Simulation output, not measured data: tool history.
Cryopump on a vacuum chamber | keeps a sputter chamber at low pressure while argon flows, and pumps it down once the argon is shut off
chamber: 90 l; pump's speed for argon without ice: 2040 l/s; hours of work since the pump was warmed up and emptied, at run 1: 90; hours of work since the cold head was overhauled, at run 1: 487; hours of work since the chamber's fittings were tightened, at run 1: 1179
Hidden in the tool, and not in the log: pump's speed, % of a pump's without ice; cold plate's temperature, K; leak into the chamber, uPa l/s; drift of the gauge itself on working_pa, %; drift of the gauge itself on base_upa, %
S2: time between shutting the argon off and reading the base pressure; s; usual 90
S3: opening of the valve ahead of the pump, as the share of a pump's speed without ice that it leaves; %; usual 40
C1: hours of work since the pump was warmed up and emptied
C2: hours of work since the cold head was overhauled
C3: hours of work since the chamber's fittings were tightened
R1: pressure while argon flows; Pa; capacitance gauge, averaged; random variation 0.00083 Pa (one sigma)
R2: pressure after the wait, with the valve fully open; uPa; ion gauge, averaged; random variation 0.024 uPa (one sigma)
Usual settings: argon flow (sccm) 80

Run 1, hour 0: usual settings; C1 90; C2 487; C3 1179. Result: R1 0.1731 Pa, R2 0.95 uPa.
Run 2, hour 18: usual settings; C1 98; C2 494; C3 1187. Result: R1 0.1727 Pa, R2 0.96 uPa.
Run 3, hour 33.7: usual settings but S3 54 %; C1 104; C2 501; C3 1193. Result: R1 0.1292 Pa, R2 0.98 uPa.
Run 4, hour 52.3: usual settings but S3 54 %; C1 112; C2 509; C3 1201. Result: R1 0.1287 Pa, R2 0.96 uPa.
Run 5, hour 67.7: usual settings; C1 119; C2 515; C3 1208. Result: R1 0.1726 Pa, R2 0.97 uPa.
Run 6, hour 89.2: usual settings; C1 128; C2 524; C3 1217. Result: R1 0.174 Pa, R2 0.95 uPa.
Run 7, hour 107.7: usual settings but S2 70 s; C1 135; C2 532; C3 1225. Result: R1 0.1741 Pa, R2 1.12 uPa.
Run 8, hour 120.2: usual settings but argon flow (sccm) 73; C1 141; C2 537; C3 1230. Result: R1 0.1591 Pa, R2 0.97 uPa.
Run 9, hour 142.9: usual settings but argon flow (sccm) 73; C1 150; C2 547; C3 1239. Result: R1 0.1591 Pa, R2 0.98 uPa.
Run 10, hour 156.6: usual settings but argon flow (sccm) 36, S2 94 s, S3 21 %; C1 156; C2 553; C3 1245. Result: R1 0.147 Pa, R2 0.95 uPa.
Run 11, hour 169.2: usual settings but argon flow (sccm) 36, S2 94 s, S3 21 %; C1 161; C2 558; C3 1250. Result: R1 0.1461 Pa, R2 0.93 uPa.
Run 12, hour 191.6: usual settings but argon flow (sccm) 36, S2 95 s, S3 39 %; C1 171; C2 567; C3 1260. Result: R1 0.0809 Pa, R2 0.94 uPa.
Run 13, hour 203.3: usual settings but S2 225 s, S3 38 %; C1 176; C2 572; C3 1265. Result: R1 0.1861 Pa, R2 0.55 uPa.
Run 14, hour 229.5: usual settings but S2 225 s, S3 38 %; C1 187; C2 583; C3 1276. Result: R1 0.1856 Pa, R2 0.54 uPa.
Run 15, hour 243.7: usual settings but S2 52 s, S3 51 %; C1 193; C2 589; C3 1282. Result: R1 0.1409 Pa, R2 1.46 uPa.

Forecast each of these 3 alternatives for the next run:
Run A, hour 267: usual settings but argon flow (sccm) 34, S2 268 s, S3 24 %; C1 202; C2 599; C3 1292. Result: R1 ?, R2 ?.
Run B, hour 267: usual settings but argon flow (sccm) 84, S2 157 s, S3 52 %; C1 202; C2 599; C3 1292. Result: R1 ?, R2 ?.
Run C, hour 267: usual settings but argon flow (sccm) 99, S2 81 s, S3 16 %; C1 202; C2 599; C3 1292. Result: R1 ?, R2 ?.

run      R1    R2
  A  0.1219  0.56
  B  0.1458  0.68
  C  0.5271  1.07
Without the tool's hidden state the same runs would have given:
run      R1    R2
  A  0.1168  0.44
  B  0.1332  0.56
  C  0.5123  0.94

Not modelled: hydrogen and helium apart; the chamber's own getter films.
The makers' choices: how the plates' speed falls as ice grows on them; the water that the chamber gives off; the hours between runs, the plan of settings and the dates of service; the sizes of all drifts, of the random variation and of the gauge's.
